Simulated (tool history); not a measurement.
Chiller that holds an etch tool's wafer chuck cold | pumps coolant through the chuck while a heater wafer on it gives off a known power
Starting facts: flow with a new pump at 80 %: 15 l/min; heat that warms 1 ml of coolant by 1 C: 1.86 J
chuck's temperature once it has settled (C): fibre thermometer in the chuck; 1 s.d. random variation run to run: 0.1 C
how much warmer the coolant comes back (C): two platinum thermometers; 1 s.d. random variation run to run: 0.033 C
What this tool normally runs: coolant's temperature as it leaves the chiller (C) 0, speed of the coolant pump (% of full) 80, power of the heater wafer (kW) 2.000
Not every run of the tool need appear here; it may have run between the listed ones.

run,day,coolant's temperature as it leaves the chiller (C),speed of the coolant pump (% of full),power of the heater wafer (kW),chuck's temperature once it has settled (C),how much warmer the coolant comes back (C)
1,0.000,0,80,2.000,15.0,4.45
2,6.079,0,80,2.000,14.9,4.45
3,9.346,0,69,2.000,16.9,5.14
4,15.658,0,69,2.000,17.0,5.21
5,21.417,0,69,2.000,17.2,5.13
6,27.754,8,69,2.000,25.2,5.23
7,33.517,8,69,1.962,24.8,5.12
8,36.525,8,69,1.962,25.1,5.20
9,40.929,8,69,1.962,25.0,5.16
10,44.000,8,69,1.962,25.0,5.20
# day 44.542: chiller's thermometer calibrated
11,48.475,8,69,1.962,25.1,5.22
12,52.067,2,80,2.000,17.7,4.60
13,57.100,2,80,2.000,17.6,4.62
14,61.692,2,80,2.000,17.6,4.63
# day 62.267: coolant changed, channels flushed
15,65.008,0,80,2.000,14.7,4.61
16,69.921,0,64,2.000,17.8,5.78
17,72.908,0,70,2.025,16.9,5.43
18,75.850,0,84,1.256,8.8,2.76
19,78.633,0,71,2.819,23.3,7.44
# day 81.238: chiller's thermometer calibrated, once more
20,82.688,0,99,2.000,13.0,3.83
21,85.712,4,99,2.000,17.1,3.89
22,88.617,4,99,2.187,18.4,4.22
23,94.333,4,99,2.187,18.3,4.26
24,97.871,4,99,2.187,18.4,4.22
25,101.912,4,99,2.187,18.5,4.31
26,105.754,3,79,2.000,18.9,4.93
27,111.825,-10,80,2.000,5.8,4.85
28,116.221,5,99,1.119,12.5,2.20
29,119.167,-4,93,1.823,8.8,3.86
30,125.604,0,80,1.952,15.7,4.76
31,131.758,0,77,1.952,16.4,4.95

4 options for the next run, each taken on its own from the tool as it stands now. Forecast them:
# day 134.046: coolant pump overhauled
A,138.658,0,70,1.952,?,?
# day 134.046: coolant pump overhauled
B,138.658,5,68,1.408,?,?
# day 134.046: coolant pump overhauled
C,138.658,-6,95,1.302,?,?
# day 134.046: coolant pump overhauled
D,138.658,-6,66,2.000,?,?

run,chuck's temperature once it has settled (C),how much warmer the coolant comes back (C)
A,15.9,4.75
B,16.6,3.57
C,2.2,2.35
D,10.8,5.22
Without the tool's hidden state the same runs would have given:
run,chuck's temperature once it has settled (C),how much warmer the coolant comes back (C)
A,15.5,4.77
B,16.4,3.57
C,2.1,2.36
D,10.4,5.24
